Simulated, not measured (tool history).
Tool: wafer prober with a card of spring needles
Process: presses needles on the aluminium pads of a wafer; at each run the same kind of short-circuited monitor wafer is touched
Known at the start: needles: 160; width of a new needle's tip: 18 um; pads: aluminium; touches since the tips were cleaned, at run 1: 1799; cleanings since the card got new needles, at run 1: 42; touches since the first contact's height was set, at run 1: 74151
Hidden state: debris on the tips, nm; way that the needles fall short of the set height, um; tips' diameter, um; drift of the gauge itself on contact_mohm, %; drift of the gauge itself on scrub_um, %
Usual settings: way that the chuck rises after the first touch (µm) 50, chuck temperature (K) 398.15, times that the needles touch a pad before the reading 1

run,day,way that the chuck rises after the first touch (µm),chuck temperature (K),times that the needles touch a pad before the reading,touches since the tips were cleaned,cleanings since the card got new needles,touches since the first contact's height was set,resistance of one needle with its contact and lead (mohm),way that a needle slides on the pad (µm)
1,0.000,50,398.15,1,1799,42,74151,165,7.69
# day 0.388: tips cleaned on abrasive film
# day 0.925: tips cleaned on abrasive film
2,0.983,50,398.15,1,539,44,83139,167,7.71
# day 1.458: tips cleaned on abrasive film
# day 2.050: tips cleaned on abrasive film
3,2.092,50,398.15,1,385,46,93306,165,7.69
# day 2.650: tips cleaned on abrasive film
# day 3.246: tips cleaned on abrasive film
# day 3.858: tips cleaned on abrasive film
4,3.996,51,398.15,1,1267,49,110762,167,7.85
# day 4.496: tips cleaned on abrasive film
# day 5.092: tips cleaned on abrasive film
5,5.279,51,398.15,1,1754,51,122555,164,7.87
# day 5.671: tips cleaned on abrasive film
# day 6.188: tips cleaned on abrasive film
6,6.475,51,398.15,1,2630,53,133487,166,7.83
# day 6.721: tips cleaned on abrasive film
# day 7.321: tips cleaned on abrasive film
7,7.517,51,398.15,1,1796,55,143033,161,7.86
# day 7.867: tips cleaned on abrasive film
# day 8.471: tips cleaned on abrasive film
8,8.725,51,398.15,1,2328,57,154120,166,7.86
# day 9.088: tips cleaned on abrasive film
# day 9.596: height of the first contact set anew
# day 9.725: tips cleaned on abrasive film
# day 10.296: tips cleaned on abrasive film
# day 10.833: tips cleaned on abrasive film
9,10.833,36,398.15,1,0,61,11317,174,5.54
# day 11.400: tips cleaned on abrasive film
10,11.888,36,398.15,1,4505,62,20992,175,5.53
# day 12.021: tips cleaned on abrasive film
# day 12.662: tips cleaned on abrasive film
# day 13.179: tips cleaned on abrasive film
11,13.683,36,398.15,3,4660,65,37458,172,5.56
# day 13.817: tips cleaned on abrasive film
# day 14.425: tips cleaned on abrasive film
# day 15.058: tips cleaned on abrasive film
# day 15.583: tips cleaned on abrasive film
12,15.583,33,398.15,1,0,69,54855,177,5.06
# day 16.162: tips cleaned on abrasive film
13,16.600,50,337.15,1,4036,70,64187,153,7.71
# day 16.733: tips cleaned on abrasive film
# day 17.329: tips cleaned on abrasive film
# day 17.912: tips cleaned on abrasive film
14,17.917,50,337.15,1,31,73,76227,149,7.67
# day 18.508: tips cleaned on abrasive film
15,18.808,57,338.15,1,2746,74,84416,154,8.78
# day 19.029: tips cleaned on abrasive film
# day 19.654: tips cleaned on abrasive film
# day 20.208: tips cleaned on abrasive film
16,20.625,57,338.15,1,3861,77,101097,149,8.78
# day 20.746: tips cleaned on abrasive film
# day 21.329: tips cleaned on abrasive film
# day 21.908: tips cleaned on abrasive film
17,22.058,39,356.15,2,1413,80,114214,165,6.01
# day 22.433: tips cleaned on abrasive film
# day 23.042: tips cleaned on abrasive film
# day 23.683: tips cleaned on abrasive film
18,23.867,39,356.15,2,1700,83,130783,163,6.00
# day 24.204: tips cleaned on abrasive film
# day 24.725: tips cleaned on abrasive film
# day 25.288: tips cleaned on abrasive film
19,25.708,50,320.15,1,3875,86,147661,151,7.68
# day 25.842: tips cleaned on abrasive film
# day 26.404: tips cleaned on abrasive film
20,26.729,47,320.15,2,3015,88,157012,152,7.21
# day 26.975: tips cleaned on abrasive film
# day 27.246: height of the first contact set anew
# day 27.504: tips cleaned on abrasive film
21,27.662,70,300.15,1,1441,90,3814,142,10.78
# day 28.146: tips cleaned on abrasive film
22,28.646,50,349.15,1,4617,91,12849,156,7.72
# day 28.779: tips cleaned on abrasive film
# day 29.296: tips cleaned on abrasive film
# day 29.912: tips cleaned on abrasive film
23,30.354,69,393.15,1,4097,94,28533,157,10.63
# day 30.488: tips cleaned on abrasive film
# day 31.100: tips cleaned on abrasive film
# day 31.729: tips cleaned on abrasive film
24,32.071,45,393.15,1,3176,97,44252,167,6.94
# day 32.250: tips cleaned on abrasive film
# day 32.875: tips cleaned on abrasive film
# day 33.492: tips cleaned on abrasive film
# day 34.008: tips cleaned on abrasive film
25,34.092,45,393.15,1,757,101,62742,168,6.92
# day 34.608: tips cleaned on abrasive film
# day 35.212: tips cleaned on abrasive film
# day 35.838: tips cleaned on abrasive film
26,35.938,42,300.15,2,925,104,79662,148,6.48
# day 36.417: tips cleaned on abrasive film
# day 37.021: tips cleaned on abrasive film
# day 37.667: tips cleaned on abrasive film
27,37.725,42,300.15,2,541,107,96071,150,6.51
# day 38.312: tips cleaned on abrasive film
28,38.612,42,300.15,2,2749,108,104207,151,6.43

Forecast each of these 3 alternatives for the next run:
# day 38.846: tips cleaned on abrasive film
# day 39.362: tips cleaned on abrasive film
# day 39.921: tips cleaned on abrasive film
A,40.283,50,398.15,3,3336,111,119532,?,?
# day 38.846: tips cleaned on abrasive film
# day 39.362: tips cleaned on abrasive film
# day 39.921: tips cleaned on abrasive film
B,40.283,50,360.15,1,3336,111,119532,?,?
# day 38.846: tips cleaned on abrasive film
# day 39.362: tips cleaned on abrasive film
# day 39.921: tips cleaned on abrasive film
C,40.283,52,382.15,1,3336,111,119532,?,?

run,resistance of one needle with its contact and lead (mohm),way that a needle slides on the pad (µm)
A,163,7.68
B,159,7.68
C,162,7.96
Without the tool's hidden state the same runs would have given:
run,resistance of one needle with its contact and lead (mohm),way that a needle slides on the pad (µm)
A,163,7.68
B,158,7.68
C,161,7.96

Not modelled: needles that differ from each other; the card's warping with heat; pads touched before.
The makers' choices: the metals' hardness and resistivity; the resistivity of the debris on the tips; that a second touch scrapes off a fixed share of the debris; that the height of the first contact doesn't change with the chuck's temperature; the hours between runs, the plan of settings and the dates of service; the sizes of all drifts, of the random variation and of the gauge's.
